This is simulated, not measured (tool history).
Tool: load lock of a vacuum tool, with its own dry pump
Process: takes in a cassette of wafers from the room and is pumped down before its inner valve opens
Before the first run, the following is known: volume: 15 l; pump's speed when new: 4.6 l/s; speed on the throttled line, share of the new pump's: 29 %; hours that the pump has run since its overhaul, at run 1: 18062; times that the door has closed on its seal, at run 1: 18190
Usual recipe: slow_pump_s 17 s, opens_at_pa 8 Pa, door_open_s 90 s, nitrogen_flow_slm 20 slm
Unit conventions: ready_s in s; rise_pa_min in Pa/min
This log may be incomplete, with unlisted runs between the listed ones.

run     hour  slow_pump_s  opens_at_pa  door_open_s  nitrogen_flow_slm  hours that the pump has run since its overhaul  times that the door has closed on its seal  incoming humidity of the room's air, %  ready_s  rise_pa_min
  1        0           17            8           90                 20                                           18062                                       18190                                    45.3     47.6        0.141
       365.4  -- dry pump taken out, an overhauled one fitted
  2    425.5           17            8           90                 20                                              60                                       20150                                    47.4     42.9        0.158
  3    850.4           17            8           90                 20                                             485                                       22135                                    45.9       43        0.163
  4   1148.9           17            8           90                 20                                             783                                       23530                                    39.5     43.2        0.162
  5   1456.8           17            8           90                 20                                            1091                                       24969                                    46.4     43.3         0.18
  6     1844            9            8           90                 20                                            1479                                       26778                                    47.6     37.9        0.189
  7   2259.3            9            8           90                 20                                            1894                                       28718                                    45.4     37.7        0.198
  8   2667.6           17            8           90                 20                                            2302                                       30626                                    45.3     43.4        0.217
  9   3035.6           17            8           90                 20                                            2670                                       32346                                    46.3     43.4        0.222
 10   3500.4           17            8           90                 20                                            3135                                       34518                                    44.8     43.2        0.235
 11   4143.8           17            8          105                 20                                            3778                                       37524                                    45.5     43.4        0.258
 12   4778.4           17            8           90                 22                                            4413                                       40489                                    44.2       44        0.278
 13   5358.2           17            8           90                 22                                            4993                                       43199                                    43.9     43.5        0.298
 14   5921.4           17            8           90                 22                                            5556                                       45830                                    42.9     44.1        0.323
 15   6251.9           17            8           90                 22                                            5886                                       47374                                    43.6     44.5        0.335
 16   6586.1            9            8          223                 21                                            6221                                       48936                                    48.2     38.7        0.375
      6981.9  -- door's seal changed, seat wiped
 17   7015.7            9            8          223                 21                                            6649                                         158                                    42.9     39.1        0.087
 18   7584.2            9           11          223                 21                                            7217                                        2815                                      42       38        0.093
 19   8198.2           26           11          223                 36                                            7831                                        5683                                    50.3     49.6        0.086
 20     8769           12            8           90                 30                                            8402                                        8351                                    46.7       41        0.076
 21   9406.8           26            8           78                 21                                            9040                                       11331                                    43.6     51.1        0.089
 22   9926.9           12           10           31                 14                                            9560                                       13761                                    45.5     40.6         0.09
 23  10506.2           12           10           31                 14                                           10139                                       16468                                    48.6     40.3        0.108
 24  11078.5           28            8          151                 26                                           10712                                       19142                                    45.3     52.7        0.129
 25  11380.7           28            8          151                 26                                           11014                                       20554                                    47.5     52.9        0.141
 26  11901.6           28            8          151                 26                                           11535                                       22988                                    40.7     52.5        0.136
 27  12235.3           17            8           90                 42                                           11868                                       24548                                    47.9     45.2        0.131
 28    12666           17            7           90                 20                                           12299                                       26560                                    49.5     45.6        0.173
 29  13127.3           17            7           90                 20                                           12760                                       28715                                    45.5     45.6        0.183

3 options for the next run, each taken on its own from the tool as it stands now. Forecast them:
  A  13800.7           17            8          144                 19                                           13434                                       31862                                    41.4        ?            ?
  B  13800.7           20            7           90                  7                                           13434                                       31862                                    43.7        ?            ?
  C  13800.7           22           13           60                 20                                           13434                                       31862                                    49.6        ?            ?

run  ready_s  rise_pa_min
  A     45.7        0.211
  B     48.4        0.229
  C     47.6         0.19
Stripped of hidden state, with their random variation kept, the same runs would have yielded:
run  ready_s  rise_pa_min
  A     43.3        0.081
  B       46        0.101
  C     45.5        0.063

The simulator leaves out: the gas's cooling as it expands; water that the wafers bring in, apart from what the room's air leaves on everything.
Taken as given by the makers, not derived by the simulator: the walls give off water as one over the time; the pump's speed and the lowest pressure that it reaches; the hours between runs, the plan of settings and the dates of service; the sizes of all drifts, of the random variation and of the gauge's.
